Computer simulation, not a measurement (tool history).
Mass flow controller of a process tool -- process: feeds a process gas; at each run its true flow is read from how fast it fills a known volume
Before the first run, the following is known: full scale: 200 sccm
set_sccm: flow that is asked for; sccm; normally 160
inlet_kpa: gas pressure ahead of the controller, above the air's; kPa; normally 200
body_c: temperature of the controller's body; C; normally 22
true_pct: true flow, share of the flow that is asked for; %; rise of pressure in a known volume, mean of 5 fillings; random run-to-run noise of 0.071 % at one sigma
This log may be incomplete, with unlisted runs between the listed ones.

run,hour,set_sccm,inlet_kpa,body_c,true_pct
1,0.0,160,200,22,100.12
2,94.1,160,147,22,99.96
3,144.6,160,147,22,99.93
4,220.3,59,200,22,99.28
5,309.9,59,200,22,99.16
6,406.0,83,200,22,99.30
7,494.5,83,200,22,99.18
8,566.3,98,200,22,99.23
9,646.9,98,200,22,99.06
10,716.4,126,200,22,99.27
11,792.2,126,200,22,99.12
12,874.3,126,220,22,99.10
13,933.6,79,200,22,98.75
14,1038.0,113,200,22,98.81
15,1109.1,113,200,22,98.81
16,1171.6,113,200,22,98.76
17,1271.9,113,200,22,98.63
18,1351.9,160,200,22,98.87
19,1432.4,160,200,22,98.64
20,1518.2,71,245,24,98.11
21,1608.4,88,237,25,97.93

What will run 22 give?
# hour 1616.7: gauge calibrated
22,1710.5,111,213,23,?

true_pct: 99.72 %
On a tool with no hidden condition, and with the same random variation, this run would have come out at true_pct 99.80 %.
